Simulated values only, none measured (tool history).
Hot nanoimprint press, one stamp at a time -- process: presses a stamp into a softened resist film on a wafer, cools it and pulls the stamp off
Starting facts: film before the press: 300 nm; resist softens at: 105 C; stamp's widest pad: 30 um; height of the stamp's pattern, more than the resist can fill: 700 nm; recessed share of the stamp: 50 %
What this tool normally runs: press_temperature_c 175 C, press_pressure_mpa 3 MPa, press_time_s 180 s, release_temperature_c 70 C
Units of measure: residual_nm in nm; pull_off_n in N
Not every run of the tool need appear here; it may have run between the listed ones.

run,hour,press_temperature_c,press_pressure_mpa,press_time_s,release_temperature_c,residual_nm,pull_off_n
1,0,175,3,180,70,179.2,135
# hour 71.6: stamp cleaned and given a new release coat
2,81.1,175,3,180,70,178.1,136.6
3,150,175,3,180,70,178.4,135.7
# hour 178.7: stamp cleaned and given a new release coat
# hour 192.4: press's hydraulic seals changed and the load cell set to zero
4,232.1,175,3,180,70,179.3,135.2
# hour 272.9: plate thermocouple calibrated
# hour 292.6: stamp cleaned and given a new release coat
5,292.6,175,3,180,70,177.7,135.6
6,338.6,175,3,180,70,177.8,135.3
# hour 397.4: stamp cleaned and given a new release coat
7,423,175,3,180,70,179,135.1
8,464.3,175,3,180,70,179.1,135.5
# hour 500.3: stamp cleaned and given a new release coat
9,528.8,175,3.73,180,70,163.3,135
10,561.7,184,3,180,70,117.1,134.8
# hour 608.6: stamp cleaned and given a new release coat
11,632.5,184,3,180,70,118.7,135.7
# hour 714.9: stamp cleaned and given a new release coat
12,720,175,3,142,70,192.5,135.2
13,755.4,175,3,142,70,193.3,134.9
14,797.3,178,2.74,102,72,195.1,132.7
# hour 822.5: stamp cleaned and given a new release coat
15,873.8,175,3,337,74,148.7,131.1
# hour 880.9: plate thermocouple calibrated
16,920.6,180,3,337,70,114.7,136.5
# hour 932.2: stamp cleaned and given a new release coat
17,1003.4,175,3.73,157,70,172.2,135.3
# hour 1041.4: stamp cleaned and given a new release coat
18,1064.6,171,3,233,72,200.1,133.6
19,1135,171,3,177,67,213.7,138.8
# hour 1146.3: stamp cleaned and given a new release coat
20,1181.9,166,4.4,101,64,253.2,141.9
21,1242.5,171,3.57,180,70,201.1,136.8
# hour 1253.5: stamp cleaned and given a new release coat
22,1301.7,171,3.57,180,70,200.7,136.6
23,1349.7,171,3.57,180,70,202.3,136.2
# hour 1360.6: stamp cleaned and given a new release coat
24,1434.7,171,3.57,180,70,201.2,136.3
# hour 1468.3: stamp cleaned and given a new release coat
25,1485.3,184,4.03,181,62,102.7,143.4
# hour 1495.8: plate thermocouple calibrated
26,1553.7,184,4.03,187,64,100.8,142

3 options for the next run, each taken on its own from the tool as it stands now. Forecast them:
# hour 1575.8: stamp cleaned and given a new release coat
# hour 1580.9: gauge calibrated
A,1594.3,183,4.28,187,73,?,?
# hour 1575.8: stamp cleaned and given a new release coat
# hour 1580.9: gauge calibrated
B,1594.3,187,3,180,62,?,?
# hour 1575.8: stamp cleaned and given a new release coat
# hour 1580.9: gauge calibrated
C,1594.3,168,4.03,189,66,?,?

run,residual_nm,pull_off_n
A,99.7,132.3
B,102,145.2
C,210.4,141.5
With the hidden condition removed and each run's random variation left untouched, the same runs would have given:
run,residual_nm,pull_off_n
A,99.5,132.3
B,101.9,145.1
C,210.1,141.4
